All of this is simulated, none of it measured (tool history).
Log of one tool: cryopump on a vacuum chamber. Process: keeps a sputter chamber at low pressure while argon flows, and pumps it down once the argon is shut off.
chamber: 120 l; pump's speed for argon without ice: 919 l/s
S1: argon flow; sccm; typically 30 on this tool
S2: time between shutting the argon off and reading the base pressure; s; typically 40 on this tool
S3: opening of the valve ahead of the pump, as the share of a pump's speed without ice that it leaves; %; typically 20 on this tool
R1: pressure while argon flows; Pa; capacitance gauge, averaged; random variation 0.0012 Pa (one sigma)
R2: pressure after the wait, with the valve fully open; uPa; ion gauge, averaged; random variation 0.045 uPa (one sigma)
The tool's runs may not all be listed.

run   hour  S1   S2  S3      R1    R2
  1    0.0  30   40  20  0.2833  2.99
  2    9.0  30   40  20  0.2851  2.96
  3   24.2  30   40  20  0.2857  2.98
  4   42.3  30   40  20  0.2872  2.90
  5   57.5  30   40  20  0.2852  2.95
  6   74.8  30   40  20  0.2845  2.88
  7   85.3  30   40  20  0.2862  2.94
  8   99.3  19  173  20  0.1798  1.15
  9  117.5  19  173  20  0.1816  1.09
 10  138.1  14  284  17  0.1574  0.97

Here are 3 independent what-if runs from the current tool condition. What would each one return?
  A  149.8  58   40  20   ?   ?
  B  149.8  15  220  17   ?   ?
  C  149.8  14  217  52   ?   ?

run      R1    R2
  A  0.5589  2.99
  B  0.1673  1.06
  C  0.0557  1.06
With no hidden state in the tool, these same runs would have given:
run      R1    R2
  A  0.5365  2.70
  B  0.1616  0.77
  C  0.0503  0.77
